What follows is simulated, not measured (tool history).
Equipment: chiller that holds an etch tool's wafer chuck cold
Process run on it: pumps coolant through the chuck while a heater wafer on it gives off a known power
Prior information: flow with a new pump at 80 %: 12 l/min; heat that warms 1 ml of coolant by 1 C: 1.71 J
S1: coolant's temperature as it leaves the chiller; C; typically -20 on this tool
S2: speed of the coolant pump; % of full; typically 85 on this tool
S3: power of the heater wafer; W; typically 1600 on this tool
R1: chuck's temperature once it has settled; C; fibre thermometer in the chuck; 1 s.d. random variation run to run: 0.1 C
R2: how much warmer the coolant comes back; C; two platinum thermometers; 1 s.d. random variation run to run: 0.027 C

run 1 day=0.000 | S1=-20 S2=85 S3=1600 | R1=-1.1 R2=4.36
run 2 day=2.171 | S1=-20 S2=85 S3=1600 | R1=-1.1 R2=4.41
run 3 day=3.596 | S1=-20 S2=85 S3=1600 | R1=-0.9 R2=4.43
run 4 day=4.867 | S1=-20 S2=85 S3=1600 | R1=-1.1 R2=4.42
run 5 day=6.958 | S1=-20 S2=85 S3=1600 | R1=-1.1 R2=4.42
run 6 day=8.025 | S1=-20 S2=85 S3=1600 | R1=-0.9 R2=4.45
run 7 day=9.950 | S1=-20 S2=85 S3=1600 | R1=-1.0 R2=4.43
run 8 day=11.417 | S1=-11 S2=85 S3=1600 | R1=7.8 R2=4.42
run 9 day=13.450 | S1=-11 S2=85 S3=1600 | R1=8.0 R2=4.50
run 10 day=15.346 | S1=-11 S2=85 S3=1600 | R1=8.1 R2=4.49
run 11 day=16.492 | S1=-11 S2=85 S3=1116 | R1=2.2 R2=3.20
run 12 day=17.812 | S1=-11 S2=85 S3=1116 | R1=2.2 R2=3.18
run 13 day=19.604 | S1=-23 S2=85 S3=1116 | R1=-9.7 R2=3.22
run 14 day=21.558 | S1=-22 S2=85 S3=1116 | R1=-8.8 R2=3.22
run 15 day=22.712 | S1=-22 S2=85 S3=1116 | R1=-8.7 R2=3.20
run 16 day=24.488 | S1=-22 S2=85 S3=1116 | R1=-8.8 R2=3.24
run 17 day=26.450 | S1=-20 S2=80 S3=889 | R1=-9.0 R2=2.77
run 18 day=27.592 | S1=-25 S2=82 S3=2275 | R1=2.7 R2=6.65
run 19 day=29.292 | S1=-20 S2=76 S3=1600 | R1=0.4 R2=5.16
run 20 day=30.579 | S1=-15 S2=75 S3=1015 | R1=-2.0 R2=3.38
run 21 day=32.750 | S1=-15 S2=75 S3=1015 | R1=-1.9 R2=3.41
run 22 day=34.529 | S1=-14 S2=85 S3=1600 | R1=5.0 R2=4.62
run 23 day=35.596 | S1=-15 S2=97 S3=1600 | R1=2.3 R2=4.06
-- day=36.579 coolant changed, channels flushed
run 24 day=36.796 | S1=-28 S2=95 S3=1867 | R1=-7.6 R2=4.78
run 25 day=39.112 | S1=-16 S2=85 S3=1981 | R1=7.3 R2=5.68
run 26 day=41.008 | S1=-12 S2=94 S3=1079 | R1=-0.1 R2=2.92
run 27 day=42.167 | S1=-24 S2=98 S3=807 | R1=-15.4 R2=2.19
run 28 day=43.771 | S1=-24 S2=98 S3=807 | R1=-15.5 R2=2.17
run 29 day=45.133 | S1=-10 S2=66 S3=1228 | R1=7.4 R2=4.73
run 30 day=47.058 | S1=-10 S2=66 S3=1228 | R1=7.3 R2=4.74
run 31 day=48.946 | S1=-26 S2=84 S3=1600 | R1=-7.0 R2=4.80

What if the next run were any one of these 4? Each begins from the tool's condition after run 31:
run A day=50.612 | S1=-24 S2=68 S3=1444 | R1=? R2=?
run B day=50.612 | S1=-20 S2=63 S3=1600 | R1=? R2=?
run C day=50.612 | S1=-26 S2=89 S3=1600 | R1=? R2=?
run D day=50.612 | S1=-29 S2=90 S3=1600 | R1=? R2=?

run=A R1=-4.0 R2=5.36
run=B R1=3.2 R2=6.37
run=C R1=-7.6 R2=4.52
run=D R1=-10.7 R2=4.45
Stripped of hidden state, with their random variation kept, the same runs would have yielded:
run=A R1=-4.0 R2=5.02
run=B R1=3.2 R2=6.03
run=C R1=-7.6 R2=4.18
run=D R1=-10.7 R2=4.11
